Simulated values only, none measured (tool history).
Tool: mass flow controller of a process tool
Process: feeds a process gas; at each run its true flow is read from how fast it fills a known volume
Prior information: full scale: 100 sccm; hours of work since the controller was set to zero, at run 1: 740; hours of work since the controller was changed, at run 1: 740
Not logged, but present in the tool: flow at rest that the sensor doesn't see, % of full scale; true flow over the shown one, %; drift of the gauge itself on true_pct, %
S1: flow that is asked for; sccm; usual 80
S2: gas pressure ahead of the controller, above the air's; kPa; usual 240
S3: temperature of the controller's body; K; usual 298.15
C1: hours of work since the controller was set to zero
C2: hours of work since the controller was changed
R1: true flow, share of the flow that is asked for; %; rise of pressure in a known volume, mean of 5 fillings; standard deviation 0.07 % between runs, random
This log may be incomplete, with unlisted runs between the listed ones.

run	day	S1	S2	S3	C1	C2	R1
1	0.000	80	240	298.15	740	740	99.72
2	8.525	80	154	298.15	858	858	99.89
3	17.975	80	154	298.15	990	990	99.91
4	25.375	80	240	298.15	1092	1092	99.77
5	34.879	80	245	298.15	1224	1224	99.73
6	44.196	80	245	298.15	1353	1353	99.64
7	52.092	80	245	298.15	1463	1463	99.75
# day 53.250: controller's zero set anew
8	65.446	80	245	298.15	169	1648	99.77
9	71.750	18	181	312.15	257	1735	99.85
10	79.554	28	240	299.15	365	1844	100.22
# day 93.858: controller's zero set anew, once more
11	93.979	13	185	299.15	2	2044	98.97
12	103.004	80	196	296.15	127	2169	99.60
13	111.700	24	273	311.15	248	2289	97.79
14	119.046	13	240	302.15	349	2391	99.00

Per-run results on a tool with no hidden state, each run keeping its own random variation:
run	R1
1	99.72
2	99.88
3	99.89
4	99.74
5	99.69
6	99.60
7	99.70
8	99.60
9	97.78
10	98.97
11	98.91
12	99.95
13	97.82
14	98.48
